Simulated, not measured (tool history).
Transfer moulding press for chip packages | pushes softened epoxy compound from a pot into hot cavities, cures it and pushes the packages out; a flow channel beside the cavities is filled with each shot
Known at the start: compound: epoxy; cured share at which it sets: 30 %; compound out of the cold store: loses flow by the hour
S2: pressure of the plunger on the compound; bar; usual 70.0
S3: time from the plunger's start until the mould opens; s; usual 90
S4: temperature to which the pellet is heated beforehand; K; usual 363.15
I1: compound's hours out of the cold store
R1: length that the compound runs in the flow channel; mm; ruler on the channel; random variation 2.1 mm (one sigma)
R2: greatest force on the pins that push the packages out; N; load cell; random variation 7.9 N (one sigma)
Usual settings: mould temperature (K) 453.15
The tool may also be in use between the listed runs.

{"run": 1, "hour": 0.0, "mould temperature (K)": 453.15, "S2": 70.0, "S3": 90, "S4": 363.15, "I1": 47.8, "R1": 713, "R2": 469}
{"hour": 51.9, "done": "cavities cleaned with cleaning compound and waxed"}
{"run": 2, "hour": 72.1, "mould temperature (K)": 453.15, "S2": 70.0, "S3": 90, "S4": 363.15, "I1": 17.7, "R1": 767, "R2": 428}
{"hour": 80.7, "done": "plunger's sealing rings changed"}
{"hour": 140.6, "done": "mould's thermocouples calibrated"}
{"hour": 153.0, "done": "cavities cleaned with cleaning compound and waxed"}
{"run": 3, "hour": 168.9, "mould temperature (K)": 453.15, "S2": 70.0, "S3": 90, "S4": 363.15, "I1": 27.4, "R1": 766, "R2": 411}
{"run": 4, "hour": 222.2, "mould temperature (K)": 453.15, "S2": 70.0, "S3": 90, "S4": 363.15, "I1": 22.6, "R1": 771, "R2": 523}
{"hour": 252.8, "done": "cavities cleaned with cleaning compound and waxed"}
{"run": 5, "hour": 274.5, "mould temperature (K)": 453.15, "S2": 70.0, "S3": 90, "S4": 363.15, "I1": 44.2, "R1": 723, "R2": 400}
{"hour": 353.1, "done": "plunger's sealing rings changed"}
{"hour": 354.6, "done": "cavities cleaned with cleaning compound and waxed"}
{"run": 6, "hour": 354.6, "mould temperature (K)": 453.15, "S2": 70.0, "S3": 84, "S4": 363.15, "I1": 33.2, "R1": 763, "R2": 402}
{"run": 7, "hour": 440.2, "mould temperature (K)": 453.15, "S2": 70.0, "S3": 84, "S4": 363.15, "I1": 31.0, "R1": 759, "R2": 605}
{"hour": 452.4, "done": "cavities cleaned with cleaning compound and waxed"}
{"run": 8, "hour": 484.5, "mould temperature (K)": 453.15, "S2": 70.0, "S3": 84, "S4": 363.15, "I1": 29.9, "R1": 757, "R2": 514}
{"run": 9, "hour": 527.8, "mould temperature (K)": 453.15, "S2": 70.0, "S3": 84, "S4": 363.15, "I1": 8.1, "R1": 800, "R2": 612}
{"hour": 550.0, "done": "cavities cleaned with cleaning compound and waxed"}
{"run": 10, "hour": 582.5, "mould temperature (K)": 456.15, "S2": 70.0, "S3": 125, "S4": 363.15, "I1": 19.3, "R1": 765, "R2": 365}
{"hour": 628.2, "done": "plunger's sealing rings changed"}
{"hour": 651.8, "done": "cavities cleaned with cleaning compound and waxed"}
{"run": 11, "hour": 655.4, "mould temperature (K)": 446.15, "S2": 70.0, "S3": 90, "S4": 363.15, "I1": 33.9, "R1": 782, "R2": 558}
{"run": 12, "hour": 709.9, "mould temperature (K)": 453.15, "S2": 67.9, "S3": 90, "S4": 359.15, "I1": 20.8, "R1": 775, "R2": 508}
{"hour": 749.6, "done": "cavities cleaned with cleaning compound and waxed"}
{"run": 13, "hour": 787.0, "mould temperature (K)": 450.15, "S2": 78.8, "S3": 90, "S4": 368.15, "I1": 35.8, "R1": 796, "R2": 555}
{"hour": 805.7, "done": "mould's thermocouples calibrated"}
{"hour": 847.6, "done": "cavities cleaned with cleaning compound and waxed"}
{"run": 14, "hour": 847.6, "mould temperature (K)": 448.15, "S2": 66.6, "S3": 118, "S4": 355.15, "I1": 35.1, "R1": 735, "R2": 321}
{"hour": 900.4, "done": "plunger's sealing rings changed"}
{"run": 15, "hour": 908.3, "mould temperature (K)": 452.15, "S2": 70.0, "S3": 90, "S4": 363.15, "I1": 31.3, "R1": 765, "R2": 542}
{"hour": 950.9, "done": "cavities cleaned with cleaning compound and waxed"}
{"run": 16, "hour": 953.8, "mould temperature (K)": 451.15, "S2": 70.0, "S3": 90, "S4": 358.15, "I1": 46.4, "R1": 734, "R2": 399}
{"run": 17, "hour": 995.6, "mould temperature (K)": 451.15, "S2": 70.0, "S3": 90, "S4": 358.15, "I1": 36.0, "R1": 751, "R2": 528}

Measured less the same run without the tool's hidden state. The same run-to-run variation is in both; the gauge's scatter may not be:
The hidden state here: true mould temperature over the reading, C; pressure that reaches the compound, % of what is set; grip of the stained cavities, % over clean ones'; drift of the gauge itself on flow_mm, %; drift of the gauge itself on push_out_n, %.
run=1 R1=-18 R2=+127
run=2 R1=-27 R2=+82
run=3 R1=-9 R2=+67
run=4 R1=-14 R2=+173
run=5 R1=-17 R2=+72
run=6 R1=+0 R2=+9
run=7 R1=-8 R2=+218
run=8 R1=-11 R2=+120
run=9 R1=-16 R2=+212
run=10 R1=-20 R2=+88
run=11 R1=-2 R2=+35
run=12 R1=-7 R2=+158
run=13 R1=-14 R2=+156
run=14 R1=-21 R2=+10
run=15 R1=-3 R2=+167
run=16 R1=-7 R2=+22
run=17 R1=-12 R2=+144

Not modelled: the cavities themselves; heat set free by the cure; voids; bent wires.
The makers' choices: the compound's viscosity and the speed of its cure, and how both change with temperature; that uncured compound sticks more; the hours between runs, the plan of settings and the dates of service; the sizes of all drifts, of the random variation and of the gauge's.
